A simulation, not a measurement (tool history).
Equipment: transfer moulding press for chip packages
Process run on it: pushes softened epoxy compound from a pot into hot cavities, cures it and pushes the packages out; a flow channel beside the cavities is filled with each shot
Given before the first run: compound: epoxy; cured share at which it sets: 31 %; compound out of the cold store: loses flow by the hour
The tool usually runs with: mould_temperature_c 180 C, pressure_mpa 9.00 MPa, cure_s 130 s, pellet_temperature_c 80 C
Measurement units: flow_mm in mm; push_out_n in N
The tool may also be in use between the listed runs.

run,hour,mould_temperature_c,pressure_mpa,cure_s,pellet_temperature_c,incoming compound's hours out of the cold store,flow_mm,push_out_n
1,0.0,180,9.00,130,80,15.8,700,385
# hour 18.7: cavities cleaned with cleaning compound and waxed
2,61.7,180,9.00,130,88,27.0,659,367
3,94.2,180,9.00,130,88,13.5,695,379
# hour 122.3: cavities cleaned with cleaning compound and waxed
4,146.7,180,9.00,130,88,31.8,659,372
5,205.1,180,9.00,130,80,14.3,709,384
# hour 226.6: cavities cleaned with cleaning compound and waxed
6,264.4,177,9.00,130,80,14.7,717,452
7,324.7,180,9.00,136,80,35.8,649,362
# hour 330.8: cavities cleaned with cleaning compound and waxed
# hour 342.1: plunger's sealing rings changed
8,385.9,180,9.00,130,89,45.1,630,365
9,418.5,180,9.05,136,80,34.5,661,347
# hour 435.8: cavities cleaned with cleaning compound and waxed
10,451.6,183,9.13,136,80,36.9,643,316
11,496.1,184,9.00,123,75,24.0,664,358
12,532.4,184,6.81,123,75,37.1,547,342
# hour 538.5: cavities cleaned with cleaning compound and waxed
13,589.8,180,9.34,130,80,21.7,689,393
14,627.4,180,9.34,130,80,46.8,635,381

Forecast each of these 3 alternatives for the next run:
# hour 644.2: cavities cleaned with cleaning compound and waxed
A,680.0,180,9.34,159,80,27.7,?,?
# hour 644.2: cavities cleaned with cleaning compound and waxed
B,680.0,182,10.18,158,80,32.4,?,?
# hour 644.2: cavities cleaned with cleaning compound and waxed
C,680.0,177,9.00,130,80,22.1,?,?

run,flow_mm,push_out_n
A,688,321
B,694,323
C,694,443
Without the tool's unlogged condition, the same runs would have read:
run,flow_mm,push_out_n
A,689,317
B,694,319
C,695,439
